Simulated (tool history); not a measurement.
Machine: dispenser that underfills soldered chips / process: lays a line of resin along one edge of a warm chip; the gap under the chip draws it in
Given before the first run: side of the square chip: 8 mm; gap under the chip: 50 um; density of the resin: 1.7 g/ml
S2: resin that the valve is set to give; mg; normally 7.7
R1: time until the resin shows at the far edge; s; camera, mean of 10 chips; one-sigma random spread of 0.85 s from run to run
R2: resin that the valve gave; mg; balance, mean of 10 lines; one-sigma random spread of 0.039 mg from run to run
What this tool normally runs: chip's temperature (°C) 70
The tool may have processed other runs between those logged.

run 1 hour=0 | chip's_temperature_(°C)=70 S2=7.7 | R1=86.7 R2=7.55
-- hour=12.1 new syringe of resin
run 2 hour=12.6 | chip's_temperature_(°C)=70 S2=7.7 | R1=85.9 R2=7.51
-- hour=24.8 new syringe of resin
run 3 hour=30.2 | chip's_temperature_(°C)=70 S2=7.05 | R1=108.2 R2=6.85
-- hour=37.8 new syringe of resin
run 4 hour=44 | chip's_temperature_(°C)=70 S2=8.57 | R1=106.7 R2=8.38
-- hour=50.9 new syringe of resin
run 5 hour=57.6 | chip's_temperature_(°C)=70 S2=8.57 | R1=110.4 R2=8.29
-- hour=64.5 new syringe of resin
run 6 hour=73.9 | chip's_temperature_(°C)=70 S2=8.57 | R1=122.1 R2=8.15
-- hour=78.2 new syringe of resin
run 7 hour=90.3 | chip's_temperature_(°C)=70 S2=8.57 | R1=139.7 R2=8.16
-- hour=91.4 new syringe of resin
-- hour=92.4 dispensing valve cleaned and set on the balance
-- hour=105.3 new syringe of resin
run 8 hour=107.3 | chip's_temperature_(°C)=70 S2=7.7 | R1=90.7 R2=7.6
-- hour=117.9 new syringe of resin
run 9 hour=118.4 | chip's_temperature_(°C)=70 S2=7.19 | R1=89.1 R2=7.14
-- hour=131.3 new syringe of resin
run 10 hour=136.4 | chip's_temperature_(°C)=70 S2=7.19 | R1=106.4 R2=7.1
-- hour=143.7 new syringe of resin
run 11 hour=148 | chip's_temperature_(°C)=70 S2=7.19 | R1=105.4 R2=7.07
-- hour=156.8 new syringe of resin
run 12 hour=157.1 | chip's_temperature_(°C)=70 S2=9.18 | R1=85 R2=8.95
-- hour=170.6 new syringe of resin
run 13 hour=172.3 | chip's_temperature_(°C)=70 S2=9.18 | R1=90.8 R2=8.9
-- hour=183.8 new syringe of resin
run 14 hour=183.8 | chip's_temperature_(°C)=57 S2=7.7 | R1=142.1 R2=7.51
run 15 hour=191.3 | chip's_temperature_(°C)=77 S2=7.7 | R1=92.2 R2=7.45
-- hour=197.3 new syringe of resin
run 16 hour=206.3 | chip's_temperature_(°C)=70 S2=7.7 | R1=127.4 R2=7.36
-- hour=210.5 new syringe of resin
run 17 hour=215 | chip's_temperature_(°C)=70 S2=7.7 | R1=104.5 R2=7.3
-- hour=223 new syringe of resin
run 18 hour=223.2 | chip's_temperature_(°C)=70 S2=9.42 | R1=86.9 R2=8.92
-- hour=229.5 dispensing valve cleaned and set on the balance
-- hour=236.9 new syringe of resin
run 19 hour=239.5 | chip's_temperature_(°C)=70 S2=9.42 | R1=92.4 R2=9.33
-- hour=250 new syringe of resin
run 20 hour=256.7 | chip's_temperature_(°C)=70 S2=9.42 | R1=115.6 R2=9.32
-- hour=263.1 new syringe of resin
run 21 hour=264.3 | chip's_temperature_(°C)=72 S2=7.7 | R1=85.1 R2=7.56
run 22 hour=274.6 | chip's_temperature_(°C)=80 S2=6.79 | R1=103.6 R2=6.58
-- hour=276.4 new syringe of resin
run 23 hour=282.4 | chip's_temperature_(°C)=57 S2=6.93 | R1=191.1 R2=6.79
-- hour=290.1 new syringe of resin
run 24 hour=291.4 | chip's_temperature_(°C)=65 S2=7.7 | R1=109.8 R2=7.56
-- hour=303.3 new syringe of resin
run 25 hour=303.3 | chip's_temperature_(°C)=66 S2=7.7 | R1=103.2 R2=7.55
-- hour=317.3 new syringe of resin
run 26 hour=321 | chip's_temperature_(°C)=77 S2=7.32 | R1=82.2 R2=7.07
-- hour=330.2 new syringe of resin
run 27 hour=337.1 | chip's_temperature_(°C)=62 S2=9.06 | R1=157.6 R2=8.73
-- hour=343.4 new syringe of resin
run 28 hour=353.4 | chip's_temperature_(°C)=80 S2=8.19 | R1=95.3 R2=7.82
-- hour=356.4 new syringe of resin
run 29 hour=362.6 | chip's_temperature_(°C)=80 S2=8.19 | R1=79.2 R2=7.81
-- hour=366.2 dispensing valve cleaned and set on the balance
-- hour=370.2 new syringe of resin
run 30 hour=373.4 | chip's_temperature_(°C)=80 S2=8.19 | R1=70.6 R2=8.19
-- hour=383.5 new syringe of resin
run 31 hour=388 | chip's_temperature_(°C)=81 S2=7.82 | R1=74.6 R2=7.81
-- hour=396.2 new syringe of resin
run 32 hour=398.7 | chip's_temperature_(°C)=72 S2=8.5 | R1=92.2 R2=8.43
run 33 hour=405.8 | chip's_temperature_(°C)=61 S2=8.28 | R1=188.5 R2=8.16
-- hour=410.1 new syringe of resin
run 34 hour=416.6 | chip's_temperature_(°C)=61 S2=8.28 | R1=164.7 R2=8.11
-- hour=423.3 new syringe of resin
run 35 hour=424.4 | chip's_temperature_(°C)=75 S2=9.14 | R1=78.2 R2=9

3 options for the next run, each taken on its own from the tool as it stands now. Forecast them:
-- hour=436.2 new syringe of resin
run A hour=436.2 | chip's_temperature_(°C)=58 S2=6.81 | R1=? R2=?
-- hour=436.2 new syringe of resin
run B hour=436.2 | chip's_temperature_(°C)=83 S2=8.73 | R1=? R2=?
-- hour=436.2 new syringe of resin
run C hour=436.2 | chip's_temperature_(°C)=82 S2=8.04 | R1=? R2=?

run=A R1=150.7 R2=6.65
run=B R1=57.4 R2=8.53
run=C R1=60.5 R2=7.87
With the hidden condition removed and each run's random variation left untouched, the same runs would have given:
run=A R1=128.9 R2=6.8
run=B R1=50.3 R2=8.73
run=C R1=53 R2=8.05

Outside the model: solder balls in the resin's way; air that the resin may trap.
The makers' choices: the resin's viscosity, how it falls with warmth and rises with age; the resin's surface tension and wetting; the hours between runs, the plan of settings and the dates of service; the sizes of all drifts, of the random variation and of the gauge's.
